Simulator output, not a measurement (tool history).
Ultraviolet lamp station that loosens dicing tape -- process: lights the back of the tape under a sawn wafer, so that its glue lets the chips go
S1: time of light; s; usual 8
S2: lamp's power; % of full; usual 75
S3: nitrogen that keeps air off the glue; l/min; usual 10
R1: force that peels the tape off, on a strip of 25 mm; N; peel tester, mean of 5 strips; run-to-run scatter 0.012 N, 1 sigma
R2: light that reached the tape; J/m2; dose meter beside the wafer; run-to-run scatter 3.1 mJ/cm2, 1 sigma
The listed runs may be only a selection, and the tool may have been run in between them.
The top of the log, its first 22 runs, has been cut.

run,hour,S1,S2,S3,R1,R2
23,155.6,8,75,11,0.531,4710
24,165.4,8,75,6,0.811,4730
25,174.3,9,77,8,0.494,5460
26,180.5,8,61,8,0.964,3820
27,188.7,8,61,8,0.967,3800
28,196.5,5,76,12,1.171,2970
# hour 200.4: window cleaned of glue's vapour
29,202.7,8,80,10,0.499,5070
30,207.9,5,92,10,0.955,3570
31,215.8,5,92,10,0.959,3620
32,220.1,8,63,7,0.983,3900
33,227.8,8,71,19,0.443,4410
34,237.0,6,69,10,1.119,3270
35,241.0,9,75,18,0.311,5280
36,247.6,9,75,18,0.325,5310
37,254.2,9,75,18,0.310,5280
38,263.8,8,85,14,0.342,5320
39,270.4,8,92,5,0.631,5730
40,275.7,8,82,4,0.931,5180
41,281.1,8,82,4,0.867,5100
42,287.0,8,82,4,0.909,5050
43,296.4,8,82,4,0.876,5120

3 ways to go on from here, each from the tool as it stands after run 43. What would each give?
A,304.1,7,96,3,?,?
B,304.1,15,80,20,?,?
C,304.1,6,66,3,?,?

run,R1,R2
A,1.032,5260
B,0.156,9270
C,2.253,3080
What these runs would have given with no unlogged condition in the tool:
run,R1,R2
A,1.031,5270
B,0.156,9270
C,2.251,3090
